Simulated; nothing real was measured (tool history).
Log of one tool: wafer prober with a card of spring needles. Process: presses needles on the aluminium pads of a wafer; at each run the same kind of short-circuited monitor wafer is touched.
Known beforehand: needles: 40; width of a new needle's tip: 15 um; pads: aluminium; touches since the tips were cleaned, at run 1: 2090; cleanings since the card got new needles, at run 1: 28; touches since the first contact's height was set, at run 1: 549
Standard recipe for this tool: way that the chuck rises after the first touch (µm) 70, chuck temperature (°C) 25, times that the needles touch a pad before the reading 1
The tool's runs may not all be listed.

run	day	way that the chuck rises after the first touch (µm)	chuck temperature (°C)	times that the needles touch a pad before the reading	touches since the tips were cleaned	cleanings since the card got new needles	touches since the first contact's height was set	resistance of one needle with its contact and lead (mohm)	way that a needle slides on the pad (µm)
1	0	70	25	1	2090	28	549	270	14.15
# day 0.117: tips cleaned on abrasive film
2	0.404	70	25	1	2973	29	4711	280	14.12
# day 0.442: tips cleaned on abrasive film
# day 0.762: tips cleaned on abrasive film
3	0.846	70	25	1	890	31	9260	264	14.09
# day 1.062: tips cleaned on abrasive film
# day 1.138: tips cleaned on abrasive film, once more
4	1.304	73	25	1	1721	33	13947	268	14.65
# day 1.462: tips cleaned on abrasive film
# day 1.775: tips cleaned on abrasive film
5	1.775	73	25	1	0	35	18784	257	14.65
# day 2.075: tips cleaned on abrasive film
6	2.133	73	25	1	593	36	22481	258	14.65
# day 2.379: tips cleaned on abrasive film
7	2.588	73	25	1	2189	37	27196	265	14.66
# day 2.708: tips cleaned on abrasive film
8	2.975	73	25	1	2817	38	31221	271	14.66
# day 3.017: tips cleaned on abrasive film
9	3.267	73	25	1	2633	39	34227	271	14.65
# day 3.321: tips cleaned on abrasive film
10	3.525	73	25	1	2132	40	36870	265	14.66
# day 3.629: tips cleaned on abrasive film
11	3.867	70	25	1	2450	41	40372	271	13.96
# day 3.933: tips cleaned on abrasive film
12	4.096	70	25	1	1695	42	42760	267	14.03
# day 4.267: tips cleaned on abrasive film
13	4.296	70	25	1	304	43	44812	263	13.99
# day 4.575: tips cleaned on abrasive film
14	4.575	70	25	2	0	44	47675	261	14
15	4.825	70	25	2	2600	44	50275	266	13.98
# day 4.883: tips cleaned on abrasive film
16	5.042	70	25	2	1660	45	52489	264	13.96
# day 5.188: tips cleaned on abrasive film
17	5.362	70	25	1	1856	46	55823	266	13.98
# day 5.525: tips cleaned on abrasive film
18	5.571	75	65	1	500	47	57958	275	14.98
# day 5.833: tips cleaned on abrasive film
19	5.925	70	52	3	983	48	61607	269	13.96
# day 6.129: tips cleaned on abrasive film
20	6.129	86	72	1	0	49	63712	272	17.18
# day 6.458: tips cleaned on abrasive film
21	6.458	86	72	1	29	50	67095	272	17.18
# day 6.775: tips cleaned on abrasive film
22	6.788	86	25	2	94	51	70469	259	17.17
23	7.054	86	25	2	2908	51	73283	263	17.21
# day 7.1: tips cleaned on abrasive film
24	7.342	74	90	1	2511	52	76237	286	14.71
# day 7.425: tips cleaned on abrasive film
# day 7.738: tips cleaned on abrasive film
25	7.75	74	44	3	148	54	80410	262	14.69
# day 8.046: tips cleaned on abrasive film
26	8.2	74	44	3	1616	55	85090	266	14.72
# day 8.35: tips cleaned on abrasive film
27	8.554	78	25	2	2120	56	88714	261	15.49
# day 8.675: tips cleaned on abrasive film
28	8.85	66	57	1	1817	57	91774	278	13.03
# day 8.983: tips cleaned on abrasive film
29	9.067	66	57	1	894	58	94003	276	13.05
# day 9.283: tips cleaned on abrasive film
30	9.479	66	57	1	2042	59	98259	281	13.03
# day 9.588: tips cleaned on abrasive film
31	9.862	66	57	1	2875	60	102224	285	13.06
# day 9.9: tips cleaned on abrasive film
# day 10.096: height of the first contact set anew
# day 10.225: tips cleaned on abrasive film
32	10.25	59	33	2	289	62	1601	268	11.89
33	10.517	80	53	1	3058	62	4370	275	16.06
# day 10.55: tips cleaned on abrasive film
# day 10.85: tips cleaned on abrasive film
34	10.871	53	57	1	213	64	8004	278	10.65

Measured result minus the same run's result without the hidden state. Both carry the same run-to-run variation, though not necessarily the same gauge scatter:
The tool's hidden condition here consists of: debris on the tips, nm; way that the needles fall short of the set height, um; tips' diameter, um; drift of the gauge itself on contact_mohm, %; drift of the gauge itself on scrub_um, %.
run	resistance of one needle with its contact and lead (mohm)	way that a needle slides on the pad (µm)
1	+11	+0
2	+21	+0
3	+6	-0.02
4	+8	-0.04
5	+1	-0.05
6	+4	-0.07
7	+9	-0.07
8	+13	-0.08
9	+12	-0.09
10	+10	-0.1
11	+12	-0.11
12	+10	-0.11
13	+4	-0.12
14	+2	-0.14
15	+8	-0.14
16	+6	-0.15
17	+10	-0.16
18	+4	-0.16
19	+3	-0.17
20	+1	-0.18
21	+2	-0.19
22	+2	-0.2
23	+7	-0.2
24	+10	-0.21
25	+2	-0.23
26	+4	-0.23
27	+6	-0.24
28	+11	-0.25
29	+7	-0.26
30	+12	-0.26
31	+15	-0.27
32	+2	+0
33	+11	-0.01
34	+5	-0.02
